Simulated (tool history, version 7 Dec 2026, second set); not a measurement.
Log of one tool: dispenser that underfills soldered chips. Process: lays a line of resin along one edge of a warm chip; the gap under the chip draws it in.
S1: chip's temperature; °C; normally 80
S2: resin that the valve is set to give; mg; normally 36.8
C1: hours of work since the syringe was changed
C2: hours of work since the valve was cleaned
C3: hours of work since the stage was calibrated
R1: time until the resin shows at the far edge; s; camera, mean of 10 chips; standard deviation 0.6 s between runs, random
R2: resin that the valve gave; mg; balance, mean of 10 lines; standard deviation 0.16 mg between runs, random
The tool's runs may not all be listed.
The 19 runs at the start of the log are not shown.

Run 20, hour 94.6: usual settings but S1 71 °C, S2 34.7 mg; C1 5; C2 65; C3 99. Result: R1 92 s, R2 32.65 mg.
At hour 96.4: new syringe of resin.
Run 21, hour 99.1: usual settings but S1 88 °C, S2 39.3 mg; C1 2; C2 68; C3 102. Result: R1 42.6 s, R2 36.58 mg.
Run 22, hour 103.4: usual settings but S1 73 °C, S2 35.5 mg; C1 5; C2 71; C3 106. Result: R1 84.5 s, R2 33.14 mg.
At hour 105.5: new syringe of resin.
Run 23, hour 108.2: usual settings but S1 85 °C, S2 35.5 mg; C1 2; C2 74; C3 109. Result: R1 47.7 s, R2 32.7 mg.
Run 24, hour 113.5: usual settings but S1 73 °C, S2 35.5 mg; C1 6; C2 78; C3 113. Result: R1 87.8 s, R2 33.07 mg.
At hour 114.6: new syringe of resin.
Run 25, hour 117.2: usual settings but S1 82 °C, S2 35 mg; C1 2; C2 81; C3 115. Result: R1 53 s, R2 32.45 mg.
At hour 122: dispensing valve cleaned and set on the balance.
Run 26, hour 124.1: usual settings but S1 87 °C, S2 46.9 mg; C1 6; C2 2; C3 120. Result: R1 54.6 s, R2 46.89 mg.
At hour 124.8: new syringe of resin.
Run 27, hour 128.8: usual settings but S2 32.2 mg; C1 3; C2 5; C3 123. Result: R1 61 s, R2 31.95 mg.
At hour 134: new syringe of resin.
Run 28, hour 135.6: usual settings but S1 68 °C, S2 31.9 mg; C1 1; C2 10; C3 128. Result: R1 82.2 s, R2 31.69 mg.
Run 29, hour 139.8: usual settings but S1 86 °C, S2 31.9 mg; C1 4; C2 13; C3 131. Result: R1 51.9 s, R2 31.52 mg.
At hour 143.4: new syringe of resin.
Run 30, hour 144.4: usual settings but S1 79 °C, S2 31.8 mg; C1 1; C2 16; C3 134. Result: R1 55.5 s, R2 31.37 mg.
Run 31, hour 147.4: usual settings but S1 83 °C, S2 47.1 mg; C1 3; C2 18; C3 136. Result: R1 52.6 s, R2 46.22 mg.
At hour 152.5: new syringe of resin.
Run 32, hour 153.7: usual settings but S1 83 °C, S2 46.9 mg; C1 1; C2 22; C3 140. Result: R1 46.7 s, R2 45.71 mg.
Run 33, hour 159.1: usual settings but S1 70 °C, S2 31.5 mg; C1 5; C2 26; C3 144. Result: R1 93.4 s, R2 30.86 mg.
At hour 161.6: new syringe of resin.
Run 34, hour 163.5: usual settings but S1 70 °C, S2 31.5 mg; C1 1; C2 29; C3 147. Result: R1 77.9 s, R2 30.82 mg.
Run 35, hour 167.8: usual settings but S1 81 °C, S2 38.8 mg; C1 5; C2 33; C3 151. Result: R1 61.3 s, R2 37.37 mg.

What if the next run were any one of these 4? Each begins from the tool's condition after run 35:
At hour 171.1: new syringe of resin.
Run A, hour 171.2: usual settings but S1 68 °C, S2 46.5 mg; C1 0; C2 35; C3 153. Result: R1 ?, R2 ?.
At hour 171.1: new syringe of resin.
Run B, hour 171.2: usual settings but S1 81 °C, S2 38.8 mg; C1 0; C2 35; C3 153. Result: R1 ?, R2 ?.
At hour 171.1: new syringe of resin.
Run C, hour 171.2: usual settings but S1 91 °C, S2 40.9 mg; C1 0; C2 35; C3 153. Result: R1 ?, R2 ?.
At hour 171.1: new syringe of resin.
Run D, hour 171.2: usual settings but S1 69 °C, S2 37.7 mg; C1 0; C2 35; C3 153. Result: R1 ?, R2 ?.

run    R1     R2
  A  75.1  45.34
  B  48.4  37.87
  C  35.6  39.87
  D  73.3  36.68
Stripped of hidden state, with their random variation kept, the same runs would have yielded:
run    R1     R2
  A  76.9  46.75
  B  49.4  39.05
  C  36.3  41.11
  D    75  37.82

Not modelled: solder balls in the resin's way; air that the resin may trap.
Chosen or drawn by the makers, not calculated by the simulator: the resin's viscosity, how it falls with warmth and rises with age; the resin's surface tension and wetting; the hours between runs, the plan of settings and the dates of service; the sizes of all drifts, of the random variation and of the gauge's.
